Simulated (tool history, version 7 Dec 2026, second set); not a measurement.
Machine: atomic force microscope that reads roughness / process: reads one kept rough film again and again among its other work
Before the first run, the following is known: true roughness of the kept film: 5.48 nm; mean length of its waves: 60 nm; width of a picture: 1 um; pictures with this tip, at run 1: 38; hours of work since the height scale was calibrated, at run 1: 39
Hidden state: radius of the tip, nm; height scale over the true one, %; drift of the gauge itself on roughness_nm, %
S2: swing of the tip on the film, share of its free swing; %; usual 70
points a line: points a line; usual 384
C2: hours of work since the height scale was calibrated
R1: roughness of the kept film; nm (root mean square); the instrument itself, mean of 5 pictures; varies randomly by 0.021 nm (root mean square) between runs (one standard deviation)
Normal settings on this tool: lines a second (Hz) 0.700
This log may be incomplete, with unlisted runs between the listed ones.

Run 1, hour 0.0: usual settings; pictures with this tip 38; C2 39. Result: R1 4.797 nm (root mean square).
Run 2, hour 24.5: usual settings; pictures with this tip 76; C2 57. Result: R1 4.550 nm (root mean square).
At hour 40.8: new tip fitted.
Run 3, hour 54.5: usual settings; pictures with this tip 22; C2 78. Result: R1 4.885 nm (root mean square).
Run 4, hour 76.0: usual settings; pictures with this tip 56; C2 93. Result: R1 4.654 nm (root mean square).
Run 5, hour 98.9: usual settings; pictures with this tip 92; C2 109. Result: R1 4.490 nm (root mean square).
At hour 104.7: new tip fitted.
Run 6, hour 121.0: usual settings; pictures with this tip 26; C2 124. Result: R1 4.862 nm (root mean square).
Run 7, hour 144.8: usual settings; pictures with this tip 63; C2 141. Result: R1 4.621 nm (root mean square).
At hour 168.3: new tip fitted.
Run 8, hour 180.4: usual settings; pictures with this tip 20; C2 166. Result: R1 4.961 nm (root mean square).
Run 9, hour 201.6: usual settings; pictures with this tip 53; C2 181. Result: R1 4.675 nm (root mean square).
Run 10, hour 229.9: usual settings; pictures with this tip 97; C2 201. Result: R1 4.442 nm (root mean square).
At hour 232.4: new tip fitted.
Run 11, hour 249.8: usual settings; pictures with this tip 27; C2 215. Result: R1 4.849 nm (root mean square).
At hour 253.3: height scale calibrated on a step standard.
Run 12, hour 275.4: usual settings; pictures with this tip 66; C2 16. Result: R1 4.620 nm (root mean square).
Run 13, hour 293.6: usual settings but points a line 339; pictures with this tip 94; C2 29. Result: R1 4.440 nm (root mean square).
At hour 297.7: new tip fitted.
Run 14, hour 330.8: usual settings but lines a second (Hz) 1.137, points a line 339; pictures with this tip 52; C2 55. Result: R1 4.625 nm (root mean square).
Run 15, hour 355.7: usual settings but lines a second (Hz) 1.137, points a line 339; pictures with this tip 91; C2 72. Result: R1 4.355 nm (root mean square).
At hour 362.6: new tip fitted.
Run 16, hour 397.2: usual settings but lines a second (Hz) 1.137, points a line 339; pictures with this tip 54; C2 101. Result: R1 4.638 nm (root mean square).
At hour 428.6: new tip fitted.
Run 17, hour 436.3: usual settings but points a line 322; pictures with this tip 12; C2 129. Result: R1 4.920 nm (root mean square).
Run 18, hour 471.1: usual settings but points a line 322; pictures with this tip 67; C2 154. Result: R1 4.609 nm (root mean square).
Run 19, hour 490.9: usual settings but lines a second (Hz) 1.084, points a line 322; pictures with this tip 98; C2 168. Result: R1 4.427 nm (root mean square).
At hour 493.3: new tip fitted.
At hour 503.9: height scale calibrated on a step standard, once more.
Run 20, hour 514.5: usual settings but S2 86 %, points a line 378; pictures with this tip 32; C2 8. Result: R1 4.767 nm (root mean square).
Run 21, hour 531.8: usual settings but S2 86 %, points a line 378; pictures with this tip 59; C2 20. Result: R1 4.623 nm (root mean square).
At hour 558.1: new tip fitted.
Run 22, hour 570.7: usual settings but lines a second (Hz) 0.825, S2 59 %, points a line 513; pictures with this tip 19; C2 47. Result: R1 4.944 nm (root mean square).
Run 23, hour 613.0: usual settings but lines a second (Hz) 2.204, S2 89 %, points a line 984; pictures with this tip 86; C2 77. Result: R1 4.083 nm (root mean square).
At hour 623.9: new tip fitted.
Run 24, hour 649.4: usual settings but S2 76 %, points a line 259; pictures with this tip 41; C2 103. Result: R1 4.786 nm (root mean square).
Run 25, hour 668.6: usual settings but lines a second (Hz) 1.723, points a line 500; pictures with this tip 71; C2 116. Result: R1 4.546 nm (root mean square).
At hour 686.8: new tip fitted.
Run 26, hour 686.8: usual settings but lines a second (Hz) 1.723, points a line 500; pictures with this tip 0; C2 129. Result: R1 4.989 nm (root mean square).
Run 27, hour 719.8: usual settings but lines a second (Hz) 3.901, S2 88 %, points a line 526; pictures with this tip 52; C2 152. Result: R1 3.980 nm (root mean square).
Run 28, hour 748.8: usual settings but lines a second (Hz) 1.313, S2 88 %, points a line 526; pictures with this tip 97; C2 173. Result: R1 4.222 nm (root mean square).
At hour 752.2: new tip fitted.
Run 29, hour 778.9: usual settings but S2 67 %; pictures with this tip 42; C2 194. Result: R1 4.757 nm (root mean square).
Run 30, hour 797.2: usual settings but S2 67 %; pictures with this tip 71; C2 207. Result: R1 4.616 nm (root mean square).
At hour 816.6: new tip fitted.
Run 31, hour 822.4: usual settings but lines a second (Hz) 0.542, S2 83 %; pictures with this tip 9; C2 224. Result: R1 4.927 nm (root mean square).
Run 32, hour 860.2: usual settings but lines a second (Hz) 0.542, S2 83 %; pictures with this tip 68; C2 251. Result: R1 4.589 nm (root mean square).
At hour 880.7: new tip fitted.
Run 33, hour 883.4: usual settings but lines a second (Hz) 0.542, S2 83 %; pictures with this tip 4; C2 267. Result: R1 4.975 nm (root mean square).
Run 34, hour 916.7: usual settings but lines a second (Hz) 1.997, S2 60 %, points a line 295; pictures with this tip 57; C2 291. Result: R1 4.635 nm (root mean square).
Run 35, hour 941.6: usual settings but lines a second (Hz) 1.997, S2 60 %, points a line 295; pictures with this tip 96; C2 309. Result: R1 4.404 nm (root mean square).
At hour 944.6: new tip fitted.
Run 36, hour 979.7: usual settings but lines a second (Hz) 1.997, S2 60 %, points a line 295; pictures with this tip 55; C2 335. Result: R1 4.666 nm (root mean square).
At hour 1008.0: new tip fitted.
Run 37, hour 1008.9: usual settings but lines a second (Hz) 0.585, S2 55 %, points a line 916; pictures with this tip 1; C2 356. Result: R1 5.129 nm (root mean square).
Run 38, hour 1031.9: usual settings but lines a second (Hz) 0.585, S2 55 %, points a line 916; pictures with this tip 37; C2 372. Result: R1 4.840 nm (root mean square).

Hidden condition of the tool, last listed run before each entry between runs versus first listed run after:
Logged between run 2 and run 3: new tip fitted (hour 40.8)
  radius of the tip, nm: 29.4 -> 16.1; height scale over the true one, %: -0.15 -> -0.16
  measured less the result without the state, R1: -0.508 -> -0.176 nm (root mean square)
Logged between run 5 and run 6: new tip fitted (hour 104.7)
  radius of the tip, nm: 34.2 -> 16.8; height scale over the true one, %: -0.18 -> -0.19
  measured less the result without the state, R1: -0.625 -> -0.197 nm (root mean square)
Logged between run 7 and run 8: new tip fitted (hour 168.3)
  radius of the tip, nm: 27.8 -> 15.2; height scale over the true one, %: -0.19 -> -0.21
  measured less the result without the state, R1: -0.474 -> -0.157 nm (root mean square)
Logged between run 10 and run 11: new tip fitted (hour 232.4)
  radius of the tip, nm: 35.8 -> 17.6; height scale over the true one, %: -0.22 -> -0.23
  measured less the result without the state, R1: -0.659 -> -0.220 nm (root mean square)
Logged between run 11 and run 12: height scale calibrated on a step standard (hour 253.3)
  radius of the tip, nm: 17.6 -> 27.1; height scale over the true one, %: -0.23 -> -0.39
  measured less the result without the state, R1: -0.220 -> -0.469 nm (root mean square)
Logged between run 13 and run 14: new tip fitted (hour 297.7)
  radius of the tip, nm: 34.5 -> 25.5; height scale over the true one, %: -0.39 -> -0.41
  measured less the result without the state, R1: -0.637 -> -0.427 nm (root mean square)
Logged between run 15 and run 16: new tip fitted (hour 362.6)
  radius of the tip, nm: 36.1 -> 24.3; height scale over the true one, %: -0.42 -> -0.43
  measured less the result without the state, R1: -0.664 -> -0.397 nm (root mean square)
Logged between run 16 and run 17: new tip fitted (hour 428.6)
  radius of the tip, nm: 24.3 -> 13.8; height scale over the true one, %: -0.43 -> -0.44
  measured less the result without the state, R1: -0.397 -> -0.128 nm (root mean square)
Logged between run 19 and run 20: new tip fitted (hour 493.3); height scale calibrated on a step standard, once more (hour 503.9)
  radius of the tip, nm: 35 -> 18.8; height scale over the true one, %: -0.46 -> -0.03
  measured less the result without the state, R1: -0.651 -> -0.240 nm (root mean square)
Logged between run 21 and run 22: new tip fitted (hour 558.1)
  radius of the tip, nm: 25.7 -> 15.1; height scale over the true one, %: -0.04 -> -0.05
  measured less the result without the state, R1: -0.412 -> -0.146 nm (root mean square)
Logged between run 23 and run 24: new tip fitted (hour 623.9)
  radius of the tip, nm: 33.2 -> 21.2; height scale over the true one, %: -0.06 -> -0.08
  measured less the result without the state, R1: -0.539 -> -0.307 nm (root mean square)
Logged between run 25 and run 26: new tip fitted (hour 686.8)
  radius of the tip, nm: 27.8 -> 10.1; height scale over the true one, %: -0.08 -> -0.09
  measured less the result without the state, R1: -0.461 -> -0.009 nm (root mean square)
Logged between run 28 and run 29: new tip fitted (hour 752.2)
  radius of the tip, nm: 35.9 -> 21.7; height scale over the true one, %: -0.11 -> -0.12
  measured less the result without the state, R1: -0.625 -> -0.320 nm (root mean square)
Logged between run 30 and run 31: new tip fitted (hour 816.6)
  radius of the tip, nm: 29.6 -> 13.4; height scale over the true one, %: -0.13 -> -0.14
  measured less the result without the state, R1: -0.520 -> -0.102 nm (root mean square)
Logged between run 32 and run 33: new tip fitted (hour 880.7)
  radius of the tip, nm: 27.8 -> 11.4; height scale over the true one, %: -0.15 -> -0.16
  measured less the result without the state, R1: -0.471 -> -0.048 nm (root mean square)
Logged between run 35 and run 36: new tip fitted (hour 944.6)
  radius of the tip, nm: 34.5 -> 24; height scale over the true one, %: -0.18 -> -0.2
  measured less the result without the state, R1: -0.620 -> -0.380 nm (root mean square)
Logged between run 36 and run 37: new tip fitted (hour 1008.0)
  radius of the tip, nm: 24 -> 10.6; height scale over the true one, %: -0.2 -> -0.21
  measured less the result without the state, R1: -0.380 -> -0.029 nm (root mean square)

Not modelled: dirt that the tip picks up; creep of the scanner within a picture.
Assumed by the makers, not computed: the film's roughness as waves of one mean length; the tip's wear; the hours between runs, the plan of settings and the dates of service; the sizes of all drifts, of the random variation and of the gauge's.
